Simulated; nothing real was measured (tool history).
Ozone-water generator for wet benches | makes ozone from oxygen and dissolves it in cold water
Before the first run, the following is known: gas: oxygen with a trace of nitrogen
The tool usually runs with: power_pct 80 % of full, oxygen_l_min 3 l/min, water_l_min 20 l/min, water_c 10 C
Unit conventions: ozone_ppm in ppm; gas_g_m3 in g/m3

| run | hour | power_pct | oxygen_l_min | water_l_min | water_c | ozone_ppm | gas_g_m3 |
|---|---|---|---|---|---|---|---|
| 1 | 0 | 80 | 3 | 20 | 10 | 14.7 | 167.1 |
| 2 | 149.5 | 80 | 3 | 20 | 10 | 14.8 | 167.2 |
| 3 | 287.6 | 80 | 3 | 20 | 10 | 14.6 | 168.2 |
| 4 | 442.9 | 80 | 3 | 20 | 10 | 14.6 | 166.5 |
| 5 | 611.6 | 80 | 3 | 20 | 10 | 14.8 | 168.4 |
| 6 | 783.5 | 80 | 3 | 20 | 10 | 14.5 | 167.7 |
|  | 802.9 | water thermometer calibrated |
| 7 | 908.4 | 80 | 3 | 17 | 10 | 16.9 | 166.9 |
| 8 | 1059.6 | 80 | 2.69 | 20 | 10 | 14.4 | 176.8 |
| 9 | 1228.5 | 80 | 2.69 | 20 | 10 | 14.7 | 179.8 |
| 10 | 1384.3 | 80 | 3 | 18 | 6 | 16.5 | 170.5 |
| 11 | 1555.9 | 40 | 3 | 18 | 6 | 9.1 | 92.7 |
| 12 | 1674.2 | 40 | 3 | 18 | 6 | 9 | 92.4 |
| 13 | 1860.4 | 40 | 3 | 18 | 6 | 8.9 | 92.4 |
|  | 1979.4 | gauge calibrated |
| 14 | 2072.3 | 40 | 3 | 18 | 6 | 9.1 | 89.8 |
| 15 | 2292.6 | 40 | 3 | 18 | 6 | 9 | 89.9 |
| 16 | 2502.2 | 40 | 1.5 | 28 | 6 | 4.5 | 129.9 |
| 17 | 2601.6 | 40 | 1.5 | 22 | 8 | 6 | 128.3 |
| 18 | 2769.7 | 58 | 3 | 20 | 11 | 10.9 | 125 |

Per-run results on a tool with no hidden state, each run keeping its own random variation:
The tool's hidden condition here consists of: yield of the discharge, % of new electrodes'; contactor's efficiency, % of a clean one's; true water temperature over the reading, C; drift of the gauge itself on ozone_ppm, %; drift of the gauge itself on gas_g_m3, %.
| run | gas_g_m3 |
|---|---|
| 1 | 167.1 |
| 2 | 166.8 |
| 3 | 167.5 |
| 4 | 165.4 |
| 5 | 166.9 |
| 6 | 165.8 |
| 7 | 164.7 |
| 8 | 174 |
| 9 | 176.6 |
| 10 | 167.1 |
| 11 | 90.5 |
| 12 | 90.1 |
| 13 | 89.9 |
| 14 | 89.7 |
| 15 | 89.5 |
| 16 | 128.9 |
| 17 | 127.1 |
| 18 | 123.6 |
ozone_ppm without the hidden state stays within 0.1 ppm of what was measured, in all runs.

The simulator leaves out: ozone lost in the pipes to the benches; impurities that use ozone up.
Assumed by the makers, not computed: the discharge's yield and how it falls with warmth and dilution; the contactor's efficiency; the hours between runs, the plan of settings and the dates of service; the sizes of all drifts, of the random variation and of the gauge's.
